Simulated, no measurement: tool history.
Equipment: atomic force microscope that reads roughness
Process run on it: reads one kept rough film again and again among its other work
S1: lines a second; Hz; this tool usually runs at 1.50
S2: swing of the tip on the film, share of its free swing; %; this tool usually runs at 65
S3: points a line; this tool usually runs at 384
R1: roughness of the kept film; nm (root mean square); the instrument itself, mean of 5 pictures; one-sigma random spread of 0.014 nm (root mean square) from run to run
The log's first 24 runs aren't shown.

run	hour	S1	S2	S3	R1
# hour 351.9: height scale calibrated on a step standard
25	358.9	1.97	65	736	1.530
# hour 371.7: new tip fitted
26	371.7	2.19	75	384	3.218
27	380.9	1.44	73	661	3.127
28	392.4	3.54	73	872	2.561
29	412.9	3.72	73	721	2.152
30	427.0	0.67	74	644	2.176
# hour 434.3: height scale calibrated on a step standard, once more
31	441.9	2.21	65	328	1.887
32	451.0	2.21	65	328	1.780
33	470.2	2.13	56	532	1.663
# hour 490.2: new tip fitted
34	491.1	0.86	58	761	3.490
35	509.1	3.73	65	384	2.691
36	519.6	3.73	65	384	2.416
37	532.6	1.78	90	330	2.026
38	543.0	1.57	65	384	2.081

What if the next run were any one of these 5? Each begins from the tool's condition after run 38:
A	562.5	0.65	65	629	?
B	562.5	1.50	65	637	?
C	562.5	1.46	70	925	?
D	562.5	1.14	62	320	?
E	562.5	2.74	63	361	?

run	R1
A	1.886
B	1.861
C	1.826
D	1.852
E	1.769
Take away the tool's hidden state, keep each run's random variation, and the runs would have read:
run	R1
A	3.560
B	3.509
C	3.449
D	3.490
E	3.339

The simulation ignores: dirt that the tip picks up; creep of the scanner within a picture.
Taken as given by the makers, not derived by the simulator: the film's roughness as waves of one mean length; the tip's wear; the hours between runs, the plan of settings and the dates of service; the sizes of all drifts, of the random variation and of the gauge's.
